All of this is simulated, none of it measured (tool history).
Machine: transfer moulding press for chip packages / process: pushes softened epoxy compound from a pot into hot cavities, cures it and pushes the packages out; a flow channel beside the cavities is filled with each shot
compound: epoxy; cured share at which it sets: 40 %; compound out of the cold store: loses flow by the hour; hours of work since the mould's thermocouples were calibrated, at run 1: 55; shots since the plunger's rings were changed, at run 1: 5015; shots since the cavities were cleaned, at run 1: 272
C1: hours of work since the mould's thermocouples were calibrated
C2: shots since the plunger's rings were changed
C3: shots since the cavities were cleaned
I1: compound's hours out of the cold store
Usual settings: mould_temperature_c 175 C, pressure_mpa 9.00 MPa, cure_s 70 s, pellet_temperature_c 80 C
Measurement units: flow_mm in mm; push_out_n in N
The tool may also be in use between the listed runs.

run 1 hour=0.0 | mould_temperature_c=175 pressure_mpa=9.00 cure_s=70 pellet_temperature_c=80 | C1=55 C2=5015 C3=272 | I1=14.7 | flow_mm=931 push_out_n=312
-- hour=17.1 plunger's sealing rings changed
-- hour=18.6 cavities cleaned with cleaning compound and waxed
-- hour=52.8 cavities cleaned with cleaning compound and waxed
-- hour=85.5 cavities cleaned with cleaning compound and waxed
run 2 hour=90.8 | mould_temperature_c=175 pressure_mpa=9.00 cure_s=76 pellet_temperature_c=80 | C1=104 C2=1098 C3=84 | I1=31.4 | flow_mm=894 push_out_n=313
-- hour=123.7 cavities cleaned with cleaning compound and waxed
run 3 hour=145.3 | mould_temperature_c=175 pressure_mpa=9.00 cure_s=70 pellet_temperature_c=80 | C1=135 C2=1941 C3=343 | I1=25.8 | flow_mm=890 push_out_n=309
-- hour=160.2 cavities cleaned with cleaning compound and waxed
-- hour=196.5 cavities cleaned with cleaning compound and waxed
run 4 hour=218.0 | mould_temperature_c=175 pressure_mpa=9.00 cure_s=70 pellet_temperature_c=80 | C1=175 C2=3046 C3=341 | I1=27.8 | flow_mm=895 push_out_n=304
-- hour=235.3 cavities cleaned with cleaning compound and waxed
-- hour=275.0 cavities cleaned with cleaning compound and waxed
run 5 hour=303.8 | mould_temperature_c=175 pressure_mpa=9.00 cure_s=70 pellet_temperature_c=80 | C1=224 C2=4361 C3=456 | I1=21.6 | flow_mm=905 push_out_n=298
-- hour=310.6 cavities cleaned with cleaning compound and waxed
-- hour=344.2 cavities cleaned with cleaning compound and waxed
-- hour=368.4 plunger's sealing rings changed
-- hour=381.4 cavities cleaned with cleaning compound and waxed
run 6 hour=405.9 | mould_temperature_c=175 pressure_mpa=9.00 cure_s=70 pellet_temperature_c=80 | C1=280 C2=570 C3=388 | I1=41.8 | flow_mm=884 push_out_n=308
-- hour=414.0 cavities cleaned with cleaning compound and waxed
-- hour=450.8 cavities cleaned with cleaning compound and waxed
run 7 hour=462.1 | mould_temperature_c=175 pressure_mpa=9.00 cure_s=70 pellet_temperature_c=80 | C1=311 C2=1416 C3=179 | I1=44.3 | flow_mm=870 push_out_n=301
-- hour=483.6 cavities cleaned with cleaning compound and waxed
-- hour=505.6 mould's thermocouples calibrated
-- hour=518.1 cavities cleaned with cleaning compound and waxed
run 8 hour=533.7 | mould_temperature_c=171 pressure_mpa=9.00 cure_s=70 pellet_temperature_c=80 | C1=16 C2=2473 C3=247 | I1=19.1 | flow_mm=938 push_out_n=370
-- hour=552.3 cavities cleaned with cleaning compound and waxed
-- hour=587.9 cavities cleaned with cleaning compound and waxed
run 9 hour=600.2 | mould_temperature_c=171 pressure_mpa=9.00 cure_s=70 pellet_temperature_c=80 | C1=53 C2=3482 C3=195 | I1=35.4 | flow_mm=897 push_out_n=332
-- hour=626.3 cavities cleaned with cleaning compound and waxed
-- hour=659.5 cavities cleaned with cleaning compound and waxed
run 10 hour=664.6 | mould_temperature_c=171 pressure_mpa=9.00 cure_s=70 pellet_temperature_c=80 | C1=89 C2=4457 C3=81 | I1=31.8 | flow_mm=907 push_out_n=357
-- hour=692.7 cavities cleaned with cleaning compound and waxed
run 11 hour=709.6 | mould_temperature_c=175 pressure_mpa=10.55 cure_s=70 pellet_temperature_c=80 | C1=114 C2=5147 C3=268 | I1=43.8 | flow_mm=939 push_out_n=299
-- hour=716.1 plunger's sealing rings changed
-- hour=730.0 cavities cleaned with cleaning compound and waxed
-- hour=764.7 cavities cleaned with cleaning compound and waxed
run 12 hour=780.9 | mould_temperature_c=175 pressure_mpa=10.55 cure_s=70 pellet_temperature_c=80 | C1=152 C2=981 C3=257 | I1=25.5 | flow_mm=973 push_out_n=303
-- hour=802.5 cavities cleaned with cleaning compound and waxed
-- hour=837.8 cavities cleaned with cleaning compound and waxed
-- hour=872.6 cavities cleaned with cleaning compound and waxed
run 13 hour=874.0 | mould_temperature_c=179 pressure_mpa=8.64 cure_s=51 pellet_temperature_c=76 | C1=204 C2=2388 C3=22 | I1=35.3 | flow_mm=850 push_out_n=387
-- hour=908.0 cavities cleaned with cleaning compound and waxed
-- hour=943.9 cavities cleaned with cleaning compound and waxed
run 14 hour=970.8 | mould_temperature_c=175 pressure_mpa=6.91 cure_s=70 pellet_temperature_c=84 | C1=259 C2=3878 C3=428 | I1=9.4 | flow_mm=820 push_out_n=310
-- hour=977.3 cavities cleaned with cleaning compound and waxed
-- hour=1016.2 cavities cleaned with cleaning compound and waxed
run 15 hour=1022.4 | mould_temperature_c=175 pressure_mpa=6.91 cure_s=70 pellet_temperature_c=84 | C1=288 C2=4649 C3=98 | I1=20.6 | flow_mm=791 push_out_n=299
-- hour=1051.8 cavities cleaned with cleaning compound and waxed
-- hour=1063.4 plunger's sealing rings changed
run 16 hour=1068.2 | mould_temperature_c=173 pressure_mpa=9.00 cure_s=70 pellet_temperature_c=80 | C1=312 C2=75 C3=221 | I1=18.6 | flow_mm=932 push_out_n=337
-- hour=1087.9 cavities cleaned with cleaning compound and waxed
-- hour=1105.2 mould's thermocouples calibrated
-- hour=1122.9 cavities cleaned with cleaning compound and waxed
run 17 hour=1122.9 | mould_temperature_c=176 pressure_mpa=7.88 cure_s=63 pellet_temperature_c=82 | C1=9 C2=865 C3=0 | I1=46.3 | flow_mm=798 push_out_n=326
-- hour=1160.2 cavities cleaned with cleaning compound and waxed
run 18 hour=1181.1 | mould_temperature_c=181 pressure_mpa=9.22 cure_s=63 pellet_temperature_c=89 | C1=43 C2=1765 C3=332 | I1=8.9 | flow_mm=917 push_out_n=281
-- hour=1195.0 cavities cleaned with cleaning compound and waxed
run 19 hour=1224.4 | mould_temperature_c=175 pressure_mpa=7.55 cure_s=70 pellet_temperature_c=80 | C1=67 C2=2428 C3=466 | I1=38.7 | flow_mm=807 push_out_n=302
-- hour=1231.2 cavities cleaned with cleaning compound and waxed
-- hour=1266.1 cavities cleaned with cleaning compound and waxed
run 20 hour=1276.5 | mould_temperature_c=173 pressure_mpa=7.55 cure_s=70 pellet_temperature_c=80 | C1=96 C2=3209 C3=166 | I1=17.7 | flow_mm=861 push_out_n=313
-- hour=1301.8 cavities cleaned with cleaning compound and waxed
-- hour=1336.4 cavities cleaned with cleaning compound and waxed
-- hour=1370.3 cavities cleaned with cleaning compound and waxed
run 21 hour=1373.2 | mould_temperature_c=174 pressure_mpa=9.60 cure_s=70 pellet_temperature_c=88 | C1=150 C2=4673 C3=47 | I1=35.8 | flow_mm=919 push_out_n=305
-- hour=1405.8 cavities cleaned with cleaning compound and waxed
-- hour=1413.2 plunger's sealing rings changed
-- hour=1445.1 cavities cleaned with cleaning compound and waxed
run 22 hour=1449.6 | mould_temperature_c=175 pressure_mpa=9.00 cure_s=70 pellet_temperature_c=86 | C1=191 C2=555 C3=72 | I1=21.1 | flow_mm=915 push_out_n=312
-- hour=1483.4 cavities cleaned with cleaning compound and waxed
-- hour=1519.7 cavities cleaned with cleaning compound and waxed
run 23 hour=1540.6 | mould_temperature_c=175 pressure_mpa=9.00 cure_s=68 pellet_temperature_c=83 | C1=243 C2=1952 C3=331 | I1=47.6 | flow_mm=859 push_out_n=300

Consider 5 possible next runs. They are alternatives, not a sequence: every one starts from the tool as it was left by run 23. What does each give?
-- hour=1556.5 cavities cleaned with cleaning compound and waxed
-- hour=1590.8 cavities cleaned with cleaning compound and waxed
run A hour=1590.8 | mould_temperature_c=183 pressure_mpa=9.00 cure_s=54 pellet_temperature_c=90 | C1=270 C2=2702 C3=0 | I1=27.5 | flow_mm=? push_out_n=?
-- hour=1556.5 cavities cleaned with cleaning compound and waxed
-- hour=1590.8 cavities cleaned with cleaning compound and waxed
run B hour=1590.8 | mould_temperature_c=173 pressure_mpa=10.69 cure_s=70 pellet_temperature_c=90 | C1=270 C2=2702 C3=0 | I1=43.6 | flow_mm=? push_out_n=?
-- hour=1556.5 cavities cleaned with cleaning compound and waxed
-- hour=1590.8 cavities cleaned with cleaning compound and waxed
run C hour=1590.8 | mould_temperature_c=175 pressure_mpa=9.00 cure_s=70 pellet_temperature_c=87 | C1=270 C2=2702 C3=0 | I1=22.9 | flow_mm=? push_out_n=?
-- hour=1556.5 cavities cleaned with cleaning compound and waxed
-- hour=1590.8 cavities cleaned with cleaning compound and waxed
run D hour=1590.8 | mould_temperature_c=168 pressure_mpa=7.00 cure_s=96 pellet_temperature_c=80 | C1=270 C2=2702 C3=0 | I1=40.5 | flow_mm=? push_out_n=?
-- hour=1556.5 cavities cleaned with cleaning compound and waxed
-- hour=1590.8 cavities cleaned with cleaning compound and waxed
run E hour=1590.8 | mould_temperature_c=168 pressure_mpa=9.00 cure_s=68 pellet_temperature_c=83 | C1=270 C2=2702 C3=0 | I1=12.1 | flow_mm=? push_out_n=?

run=A flow_mm=863 push_out_n=305
run=B flow_mm=942 push_out_n=313
run=C flow_mm=896 push_out_n=300
run=D flow_mm=794 push_out_n=277
run=E flow_mm=970 push_out_n=456
Had the tool no hidden state, the same runs would have come out as:
run=A flow_mm=864 push_out_n=304
run=B flow_mm=944 push_out_n=312
run=C flow_mm=898 push_out_n=300
run=D flow_mm=795 push_out_n=277
run=E flow_mm=971 push_out_n=455
